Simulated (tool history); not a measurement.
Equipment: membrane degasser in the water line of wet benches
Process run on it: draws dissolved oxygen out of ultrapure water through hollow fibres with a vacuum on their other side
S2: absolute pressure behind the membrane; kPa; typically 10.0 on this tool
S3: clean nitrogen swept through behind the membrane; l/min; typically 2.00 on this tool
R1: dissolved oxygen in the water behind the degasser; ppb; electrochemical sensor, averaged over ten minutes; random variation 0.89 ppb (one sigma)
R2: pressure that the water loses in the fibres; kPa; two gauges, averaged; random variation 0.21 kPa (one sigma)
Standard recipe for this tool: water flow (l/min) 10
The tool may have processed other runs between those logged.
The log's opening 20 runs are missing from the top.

{"run": 21, "hour": 658.9, "water flow (l/min)": 13, "S2": 8.0, "S3": 1.6, "R1": 110.7, "R2": 64.52}
{"run": 22, "hour": 703.9, "water flow (l/min)": 6, "S2": 21.4, "S3": 0.86, "R1": 311.7, "R2": 29.47}
{"run": 23, "hour": 723.4, "water flow (l/min)": 11, "S2": 21.0, "S3": 1.62, "R1": 298.4, "R2": 54.63}
{"run": 24, "hour": 752.0, "water flow (l/min)": 16, "S2": 19.4, "S3": 0.82, "R1": 683.9, "R2": 79.02}
{"run": 25, "hour": 791.3, "water flow (l/min)": 6, "S2": 6.0, "S3": 0.82, "R1": 54.2, "R2": 29.86}
{"run": 26, "hour": 825.3, "water flow (l/min)": 14, "S2": 14.1, "S3": 2.0, "R1": 202.7, "R2": 69.52}
{"run": 27, "hour": 845.5, "water flow (l/min)": 10, "S2": 14.7, "S3": 2.3, "R1": 131.7, "R2": 49.92}
{"run": 28, "hour": 871.4, "water flow (l/min)": 13, "S2": 22.3, "S3": 5.27, "R1": 134.0, "R2": 64.39}
{"run": 29, "hour": 893.7, "water flow (l/min)": 8, "S2": 10.0, "S3": 2.0, "R1": 73.1, "R2": 39.64}
{"run": 30, "hour": 920.8, "water flow (l/min)": 8, "S2": 11.7, "S3": 4.98, "R1": 40.0, "R2": 39.84}
{"run": 31, "hour": 943.4, "water flow (l/min)": 8, "S2": 10.0, "S3": 0.87, "R1": 157.9, "R2": 39.85}
{"run": 32, "hour": 964.6, "water flow (l/min)": 11, "S2": 6.1, "S3": 2.06, "R1": 49.4, "R2": 54.6}

Alternative continuations, all from the tool just after run 32; predict every row:
{"run": "A", "hour": 993.4, "water flow (l/min)": 15, "S2": 6.1, "S3": 2.06, "R1": "?", "R2": "?"}
{"run": "B", "hour": 993.4, "water flow (l/min)": 10, "S2": 10.0, "S3": 2.83, "R1": "?", "R2": "?"}
{"run": "C", "hour": 993.4, "water flow (l/min)": 10, "S2": 10.0, "S3": 1.14, "R1": "?", "R2": "?"}
{"run": "D", "hour": 993.4, "water flow (l/min)": 11, "S2": 15.2, "S3": 2.06, "R1": "?", "R2": "?"}

run=A R1=78.3 R2=74.57
run=B R1=69.4 R2=49.78
run=C R1=153.4 R2=49.45
run=D R1=167.9 R2=54.35
Stripped of hidden state, with their random variation kept, the same runs would have yielded:
run=A R1=74.3 R2=74.12
run=B R1=66.3 R2=49.48
run=C R1=147.1 R2=49.15
run=D R1=162.2 R2=54.01

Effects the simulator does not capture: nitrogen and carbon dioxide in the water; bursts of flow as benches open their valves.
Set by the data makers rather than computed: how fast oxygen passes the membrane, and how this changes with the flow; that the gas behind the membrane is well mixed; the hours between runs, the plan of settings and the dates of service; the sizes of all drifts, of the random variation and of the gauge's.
